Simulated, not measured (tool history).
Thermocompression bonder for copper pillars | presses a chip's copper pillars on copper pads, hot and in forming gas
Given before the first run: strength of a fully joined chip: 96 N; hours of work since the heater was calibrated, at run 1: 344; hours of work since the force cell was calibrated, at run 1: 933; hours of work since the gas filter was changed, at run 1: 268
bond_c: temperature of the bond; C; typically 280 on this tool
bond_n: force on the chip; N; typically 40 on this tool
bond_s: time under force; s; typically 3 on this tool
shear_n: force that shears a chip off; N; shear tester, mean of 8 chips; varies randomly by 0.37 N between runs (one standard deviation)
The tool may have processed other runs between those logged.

| run | hour | bond_c | bond_n | bond_s | hours of work since the heater was calibrated | hours of work since the force cell was calibrated | hours of work since the gas filter was changed | shear_n |
|---|---|---|---|---|---|---|---|---|
| 1 | 0.0 | 280 | 40 | 3 | 344 | 933 | 268 | 59.2 |
| 2 | 18.2 | 280 | 40 | 3 | 353 | 943 | 277 | 58.7 |
| 3 | 46.1 | 280 | 40 | 2 | 368 | 957 | 291 | 51.9 |
| 4 | 86.7 | 280 | 40 | 2 | 388 | 977 | 312 | 52.0 |
| 5 | 113.6 | 280 | 40 | 2 | 402 | 991 | 325 | 51.4 |
| 6 | 146.6 | 280 | 40 | 2 | 418 | 1007 | 342 | 51.4 |
| 7 | 170.6 | 280 | 40 | 2 | 430 | 1019 | 354 | 51.4 |
| 8 | 206.4 | 280 | 40 | 2 | 448 | 1037 | 372 | 50.8 |
| 9 | 239.7 | 280 | 40 | 3 | 465 | 1054 | 389 | 57.5 |
| 10 | 268.3 | 261 | 40 | 3 | 480 | 1069 | 403 | 48.9 |
| 11 | 286.7 | 261 | 40 | 3 | 489 | 1078 | 413 | 49.0 |
|  | 310.1 | force cell calibrated |
| 12 | 310.2 | 303 | 27 | 3 | 500 | 0 | 424 | 50.9 |
|  | 331.4 | forming gas filter changed |
| 13 | 342.1 | 296 | 48 | 6 | 516 | 16 | 5 | 87.5 |
| 14 | 370.3 | 296 | 48 | 6 | 530 | 30 | 20 | 87.0 |
| 15 | 393.5 | 296 | 48 | 6 | 542 | 42 | 31 | 86.9 |
| 16 | 422.5 | 280 | 30 | 9 | 556 | 56 | 46 | 68.3 |
| 17 | 462.0 | 280 | 30 | 9 | 576 | 76 | 66 | 68.4 |
| 18 | 494.7 | 294 | 40 | 3 | 593 | 93 | 82 | 68.5 |

Run 19 has not been measured yet. What should we expect?
| 19 | 513.5 | 280 | 45 | 3 | 602 | 102 | 92 | ? |

Run 19 measured shear_n 67.4 N.
Without the tool's hidden state the same run would have given shear_n 70.2 N.

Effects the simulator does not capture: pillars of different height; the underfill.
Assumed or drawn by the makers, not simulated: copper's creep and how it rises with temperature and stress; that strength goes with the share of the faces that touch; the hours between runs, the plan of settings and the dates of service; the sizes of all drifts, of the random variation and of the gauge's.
